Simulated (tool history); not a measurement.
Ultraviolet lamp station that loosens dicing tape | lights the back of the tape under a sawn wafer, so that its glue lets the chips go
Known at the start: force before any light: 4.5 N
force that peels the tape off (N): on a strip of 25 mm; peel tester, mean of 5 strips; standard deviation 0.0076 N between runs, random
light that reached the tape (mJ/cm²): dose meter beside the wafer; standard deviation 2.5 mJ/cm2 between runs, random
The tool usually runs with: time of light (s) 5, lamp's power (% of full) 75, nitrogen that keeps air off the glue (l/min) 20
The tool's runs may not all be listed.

run,hour,time of light (s),lamp's power (% of full),nitrogen that keeps air off the glue (l/min),force that peels the tape off (N),light that reached the tape (mJ/cm²)
1,0,5,75,20,0.403,262
2,45.5,5,95,20,0.307,324
3,70.7,5,95,20,0.298,324
4,114.8,7,95,20,0.218,454
5,162.9,7,95,20,0.23,453
6,204.9,7,95,20,0.23,453
7,233,5,75,20,0.428,252
8,264.1,5,75,20,0.414,255
9,289.2,3,75,20,0.907,152
10,331.6,3,75,20,0.916,147
11,380.1,3,75,20,0.887,151
12,406.5,7,75,20,0.282,352
13,441.1,7,75,20,0.277,352
14,471.8,5,75,20,0.436,253
15,502.7,5,65,20,0.541,213
16,533.8,5,65,14,0.614,214
17,566.6,5,65,14,0.613,217
# hour 582.5: window cleaned of glue's vapour
18,609.7,5,75,20,0.445,241
19,647.2,6,75,20,0.335,282
20,700.6,6,75,20,0.348,288
21,725.1,5,75,15,0.506,238
22,770.7,5,75,20,0.45,240
23,810.1,5,63,37,0.494,199
# hour 861.1: window cleaned of glue's vapour, once more
24,867.6,5,63,37,0.456,209
25,895.3,5,63,37,0.442,211
26,949.6,3,64,7,1.541,128
27,1001.1,7,91,26,0.226,426
28,1036.3,3,98,14,0.746,198
29,1091,7,75,16,0.294,349
30,1142.4,3,95,16,0.733,190
31,1180.9,3,95,16,0.703,186
32,1233.7,5,70,26,0.44,230
33,1273,5,70,26,0.454,226
34,1316.8,10,70,26,0.227,455
35,1367,5,63,32,0.494,204
36,1400.3,2,87,20,1.335,111
37,1455.4,5,62,21,0.581,202
38,1490.6,5,62,21,0.595,203
39,1521,5,62,21,0.603,199
40,1561.9,5,80,30,0.369,254
41,1591.6,5,69,32,0.426,218
42,1642.1,4,62,38,0.701,160
43,1673.4,5,74,20,0.474,231

The logged runs with the hidden state left out (each run's random variation unchanged):
Hidden conditions of the tool in this case: lamp's light, % of a new lamp's; light that the window lets through, % of a clean one's; drift of the gauge itself on peel_n, %; drift of the gauge itself on dose_mj_cm2, %.
run,force that peels the tape off (N),light that reached the tape (mJ/cm²)
1,0.346,291
2,0.275,361
3,0.265,362
4,0.21,509
5,0.22,510
6,0.22,512
7,0.358,285
8,0.345,289
9,0.754,173
10,0.758,168
11,0.731,173
12,0.252,403
13,0.247,405
14,0.355,291
15,0.434,246
16,0.488,248
17,0.484,251
18,0.342,287
19,0.268,338
20,0.279,347
21,0.38,286
22,0.34,290
23,0.367,241
24,0.378,238
25,0.365,240
26,1.34,146
27,0.215,487
28,0.604,227
29,0.257,402
30,0.586,219
31,0.559,216
32,0.35,268
33,0.361,265
34,0.219,534
35,0.383,240
36,1.092,132
37,0.446,240
38,0.453,241
39,0.457,238
40,0.295,304
41,0.327,262
42,0.526,192
43,0.358,280
